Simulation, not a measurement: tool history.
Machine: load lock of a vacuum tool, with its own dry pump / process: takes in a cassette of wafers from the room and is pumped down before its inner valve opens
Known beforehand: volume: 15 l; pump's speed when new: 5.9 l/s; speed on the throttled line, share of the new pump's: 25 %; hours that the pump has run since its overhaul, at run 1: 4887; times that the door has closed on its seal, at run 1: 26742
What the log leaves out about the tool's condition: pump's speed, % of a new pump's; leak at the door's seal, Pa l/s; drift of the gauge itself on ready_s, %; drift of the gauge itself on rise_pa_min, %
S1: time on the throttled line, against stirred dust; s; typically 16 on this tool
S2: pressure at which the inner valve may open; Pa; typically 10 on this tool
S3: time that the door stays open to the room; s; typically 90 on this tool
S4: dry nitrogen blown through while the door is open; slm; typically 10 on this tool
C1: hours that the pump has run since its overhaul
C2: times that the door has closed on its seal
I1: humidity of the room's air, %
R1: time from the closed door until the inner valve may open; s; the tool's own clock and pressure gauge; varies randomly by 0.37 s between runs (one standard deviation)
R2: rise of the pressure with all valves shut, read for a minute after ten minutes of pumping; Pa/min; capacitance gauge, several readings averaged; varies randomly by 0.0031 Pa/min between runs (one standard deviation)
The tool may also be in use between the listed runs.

Run 1, hour 0: usual settings; C1 4887; C2 26742; I1 45.6. Result: R1 37.8 s, R2 0.203 Pa/min.
Run 2, hour 249.1: usual settings; C1 5136; C2 27759; I1 43.2. Result: R1 38.4 s, R2 0.208 Pa/min.
Run 3, hour 536.3: usual settings but S4 16 slm; C1 5423; C2 28931; I1 43.9. Result: R1 38.7 s, R2 0.204 Pa/min.
Run 4, hour 906.5: usual settings but S4 16 slm; C1 5793; C2 30442; I1 45.4. Result: R1 38.9 s, R2 0.229 Pa/min.
Run 5, hour 1187.4: usual settings but S4 16 slm; C1 6074; C2 31588; I1 46. Result: R1 39.2 s, R2 0.233 Pa/min.
Run 6, hour 1716: usual settings but S2 15 Pa; C1 6603; C2 33746; I1 45.9. Result: R1 37.8 s, R2 0.256 Pa/min.
Run 7, hour 2231.8: usual settings but S2 15 Pa; C1 7118; C2 35851; I1 46. Result: R1 39.1 s, R2 0.285 Pa/min.
Run 8, hour 2793.4: usual settings; C1 7680; C2 38143; I1 42.4. Result: R1 40.3 s, R2 0.299 Pa/min.
Run 9, hour 3297.6: usual settings; C1 8184; C2 40201; I1 44.2. Result: R1 40.4 s, R2 0.325 Pa/min.
Run 10, hour 3659.6: usual settings; C1 8546; C2 41678; I1 43.8. Result: R1 41.1 s, R2 0.333 Pa/min.
Run 11, hour 4231.2: usual settings; C1 9118; C2 44011; I1 44.3. Result: R1 40.6 s, R2 0.361 Pa/min.
At hour 4494.2: dry pump taken out, an overhauled one fitted.
Run 12, hour 4712.3: usual settings but S3 172 s; C1 218; C2 45950; I1 43.9. Result: R1 35.5 s, R2 0.411 Pa/min.
Run 13, hour 5035.8: usual settings; C1 542; C2 47270; I1 44.9. Result: R1 35.8 s, R2 0.398 Pa/min.
Run 14, hour 5304: usual settings; C1 810; C2 48365; I1 45.2. Result: R1 36.3 s, R2 0.417 Pa/min.
Run 15, hour 5598.6: usual settings but S1 10 s, S2 9 Pa; C1 1104; C2 49567; I1 46.3. Result: R1 31.9 s, R2 0.424 Pa/min.
Run 16, hour 5941: usual settings but S1 10 s, S2 9 Pa, S3 235 s, S4 12 slm; C1 1447; C2 50964; I1 45.6. Result: R1 31.8 s, R2 0.485 Pa/min.
Run 17, hour 6478.3: usual settings but S1 13 s, S2 9 Pa, S3 235 s, S4 7 slm; C1 1984; C2 53157; I1 43.5. Result: R1 34.4 s, R2 0.525 Pa/min.
Run 18, hour 6829.7: usual settings but S1 13 s, S2 9 Pa, S3 235 s, S4 7 slm; C1 2335; C2 54591; I1 44.2. Result: R1 34.2 s, R2 0.532 Pa/min.
Run 19, hour 7356.3: usual settings but S1 13 s, S2 9 Pa, S3 235 s, S4 7 slm; C1 2862; C2 56741; I1 48.7. Result: R1 35 s, R2 0.571 Pa/min.
Run 20, hour 7806.1: usual settings but S1 13 s, S2 9 Pa, S3 235 s, S4 7 slm; C1 3312; C2 58577; I1 41.8. Result: R1 35.7 s, R2 0.582 Pa/min.
Run 21, hour 8077.2: usual settings but S1 13 s, S2 8 Pa, S3 235 s, S4 11 slm; C1 3583; C2 59683; I1 43.7. Result: R1 35.7 s, R2 0.591 Pa/min.
Run 22, hour 8424.6: usual settings but S1 14 s, S2 8 Pa, S3 235 s, S4 11 slm; C1 3930; C2 61101; I1 42.4. Result: R1 37.2 s, R2 0.625 Pa/min.
Run 23, hour 8712: usual settings but S1 24 s, S2 8 Pa, S3 48 s, S4 17 slm; C1 4218; C2 62274; I1 37.9. Result: R1 43.7 s, R2 0.559 Pa/min.
Run 24, hour 9195.7: usual settings but S1 12 s, S2 9 Pa, S3 166 s, S4 6 slm; C1 4701; C2 64248; I1 43. Result: R1 36.2 s, R2 0.655 Pa/min.
Run 25, hour 9529.6: usual settings but S1 22 s, S3 27 s; C1 5035; C2 65611; I1 46.7. Result: R1 41.9 s, R2 0.621 Pa/min.
Run 26, hour 9974.3: usual settings but S1 14 s, S2 15 Pa, S3 58 s, S4 9 slm; C1 5480; C2 67425; I1 43.4. Result: R1 36 s, R2 0.638 Pa/min.
Run 27, hour 10286.6: usual settings but S1 14 s, S2 12 Pa, S3 98 s, S4 9 slm; C1 5792; C2 68700; I1 44.1. Result: R1 37.3 s, R2 0.687 Pa/min.

Alternative continuations, all from the tool just after run 27; predict every row:
Run A, hour 10776.8: usual settings but S1 25 s, S2 17 Pa, S3 98 s, S4 9 slm; C1 6283; C2 70701; I1 45.8. Result: R1 ?, R2 ?.
Run B, hour 10776.8: usual settings but S1 21 s, S2 18 Pa; C1 6283; C2 70701; I1 42. Result: R1 ?, R2 ?.
Run C, hour 10776.8: usual settings but S1 14 s, S2 15 Pa, S3 76 s, S4 17 slm; C1 6283; C2 70701; I1 45.9. Result: R1 ?, R2 ?.
Run D, hour 10776.8: usual settings but S2 11 Pa, S4 5 slm; C1 6283; C2 70701; I1 46.8. Result: R1 ?, R2 ?.
Run E, hour 10776.8: usual settings but S1 13 s; C1 6283; C2 70701; I1 43.1. Result: R1 ?, R2 ?.

run    R1     R2
  A  43.6  0.708
  B  40.2  0.692
  C  36.3  0.699
  D  38.8  0.708
  E  36.9  0.706
With the hidden condition removed and each run's random variation left untouched, the same runs would have given:
run    R1     R2
  A  40.8  0.062
  B  37.3  0.052
  C    33  0.049
  D  35.3  0.066
  E  33.3  0.054
